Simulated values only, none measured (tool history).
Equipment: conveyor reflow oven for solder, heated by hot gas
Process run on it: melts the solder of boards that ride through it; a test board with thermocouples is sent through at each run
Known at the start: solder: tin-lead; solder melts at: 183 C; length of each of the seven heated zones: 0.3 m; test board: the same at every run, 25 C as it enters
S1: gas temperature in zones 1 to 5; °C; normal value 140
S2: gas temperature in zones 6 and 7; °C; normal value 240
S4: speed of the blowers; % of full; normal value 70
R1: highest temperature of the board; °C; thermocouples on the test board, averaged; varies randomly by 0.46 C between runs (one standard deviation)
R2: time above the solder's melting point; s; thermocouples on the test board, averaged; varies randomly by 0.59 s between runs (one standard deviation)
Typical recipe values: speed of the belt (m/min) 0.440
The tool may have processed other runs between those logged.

{"run": 1, "hour": 0.0, "S1": 140, "S2": 240, "speed of the belt (m/min)": 0.44, "S4": 70, "R1": 220.2, "R2": 64.7}
{"hour": 12.0, "done": "flux residue cleaned out of gas plates and filters"}
{"run": 2, "hour": 82.1, "S1": 140, "S2": 240, "speed of the belt (m/min)": 0.44, "S4": 70, "R1": 222.9, "R2": 66.9}
{"run": 3, "hour": 129.2, "S1": 140, "S2": 240, "speed of the belt (m/min)": 0.44, "S4": 70, "R1": 223.5, "R2": 66.9}
{"run": 4, "hour": 164.2, "S1": 140, "S2": 240, "speed of the belt (m/min)": 0.44, "S4": 70, "R1": 222.5, "R2": 67.3}
{"run": 5, "hour": 204.2, "S1": 140, "S2": 240, "speed of the belt (m/min)": 0.44, "S4": 70, "R1": 221.9, "R2": 66.3}
{"run": 6, "hour": 273.2, "S1": 140, "S2": 240, "speed of the belt (m/min)": 0.44, "S4": 70, "R1": 222.9, "R2": 66.5}
{"run": 7, "hour": 318.8, "S1": 140, "S2": 240, "speed of the belt (m/min)": 0.44, "S4": 70, "R1": 221.5, "R2": 66.2}
{"run": 8, "hour": 383.0, "S1": 140, "S2": 240, "speed of the belt (m/min)": 0.44, "S4": 70, "R1": 221.0, "R2": 65.6}
{"hour": 408.6, "done": "thermocouples of zones 6 and 7 changed"}
{"run": 9, "hour": 460.3, "S1": 140, "S2": 240, "speed of the belt (m/min)": 0.44, "S4": 70, "R1": 221.4, "R2": 67.5}
{"run": 10, "hour": 506.7, "S1": 140, "S2": 240, "speed of the belt (m/min)": 0.44, "S4": 70, "R1": 221.7, "R2": 68.0}
{"run": 11, "hour": 573.3, "S1": 140, "S2": 240, "speed of the belt (m/min)": 0.44, "S4": 70, "R1": 222.6, "R2": 66.6}
{"run": 12, "hour": 635.9, "S1": 140, "S2": 240, "speed of the belt (m/min)": 0.508, "S4": 70, "R1": 216.8, "R2": 52.1}
{"hour": 648.6, "done": "flux residue cleaned out of gas plates and filters"}
{"run": 13, "hour": 720.8, "S1": 133, "S2": 240, "speed of the belt (m/min)": 0.44, "S4": 70, "R1": 223.4, "R2": 65.1}
{"run": 14, "hour": 799.6, "S1": 140, "S2": 252, "speed of the belt (m/min)": 0.44, "S4": 70, "R1": 234.1, "R2": 75.6}
{"run": 15, "hour": 851.1, "S1": 140, "S2": 252, "speed of the belt (m/min)": 0.44, "S4": 70, "R1": 233.7, "R2": 75.3}
{"run": 16, "hour": 888.2, "S1": 140, "S2": 240, "speed of the belt (m/min)": 0.385, "S4": 81, "R1": 229.4, "R2": 82.2}
{"run": 17, "hour": 964.5, "S1": 140, "S2": 240, "speed of the belt (m/min)": 0.385, "S4": 81, "R1": 229.6, "R2": 82.6}
{"run": 18, "hour": 1041.7, "S1": 140, "S2": 240, "speed of the belt (m/min)": 0.385, "S4": 81, "R1": 228.9, "R2": 82.2}
{"run": 19, "hour": 1084.8, "S1": 143, "S2": 252, "speed of the belt (m/min)": 0.45, "S4": 67, "R1": 232.0, "R2": 72.9}
{"run": 20, "hour": 1156.0, "S1": 143, "S2": 252, "speed of the belt (m/min)": 0.45, "S4": 67, "R1": 231.3, "R2": 72.3}
{"run": 21, "hour": 1230.4, "S1": 143, "S2": 252, "speed of the belt (m/min)": 0.45, "S4": 67, "R1": 231.3, "R2": 72.3}
{"hour": 1285.1, "done": "flux residue cleaned out of gas plates and filters"}
{"run": 22, "hour": 1289.5, "S1": 143, "S2": 252, "speed of the belt (m/min)": 0.45, "S4": 67, "R1": 234.1, "R2": 73.7}
{"run": 23, "hour": 1347.0, "S1": 138, "S2": 236, "speed of the belt (m/min)": 0.435, "S4": 67, "R1": 219.7, "R2": 65.1}
{"hour": 1357.1, "done": "belt drive overhauled, speed set with a stopwatch"}
{"run": 24, "hour": 1393.1, "S1": 140, "S2": 240, "speed of the belt (m/min)": 0.364, "S4": 51, "R1": 222.8, "R2": 79.9}
{"run": 25, "hour": 1440.9, "S1": 140, "S2": 240, "speed of the belt (m/min)": 0.364, "S4": 51, "R1": 222.9, "R2": 81.3}
{"run": 26, "hour": 1504.1, "S1": 140, "S2": 240, "speed of the belt (m/min)": 0.46, "S4": 68, "R1": 220.0, "R2": 61.4}
{"run": 27, "hour": 1542.4, "S1": 152, "S2": 240, "speed of the belt (m/min)": 0.444, "S4": 68, "R1": 223.9, "R2": 71.2}
{"run": 28, "hour": 1602.0, "S1": 152, "S2": 255, "speed of the belt (m/min)": 0.444, "S4": 65, "R1": 235.7, "R2": 79.4}
{"run": 29, "hour": 1655.7, "S1": 144, "S2": 235, "speed of the belt (m/min)": 0.53, "S4": 75, "R1": 212.2, "R2": 48.3}

4 ways to go on from here, each from the tool as it stands after run 29. What would each give?
{"run": "A", "hour": 1720.2, "S1": 140, "S2": 240, "speed of the belt (m/min)": 0.453, "S4": 70, "R1": "?", "R2": "?"}
{"run": "B", "hour": 1720.2, "S1": 141, "S2": 231, "speed of the belt (m/min)": 0.44, "S4": 85, "R1": "?", "R2": "?"}
{"run": "C", "hour": 1720.2, "S1": 145, "S2": 229, "speed of the belt (m/min)": 0.501, "S4": 70, "R1": "?", "R2": "?"}
{"run": "D", "hour": 1720.2, "S1": 144, "S2": 235, "speed of the belt (m/min)": 0.464, "S4": 75, "R1": "?", "R2": "?"}

run=A R1=219.7 R2=62.7
run=B R1=216.7 R2=63.3
run=C R1=208.9 R2=49.1
run=D R1=217.6 R2=60.6
Without the tool's unlogged condition, the same runs would have read:
run=A R1=222.7 R2=64.9
run=B R1=219.5 R2=65.7
run=C R1=211.7 R2=52.2
run=D R1=220.5 R2=62.9
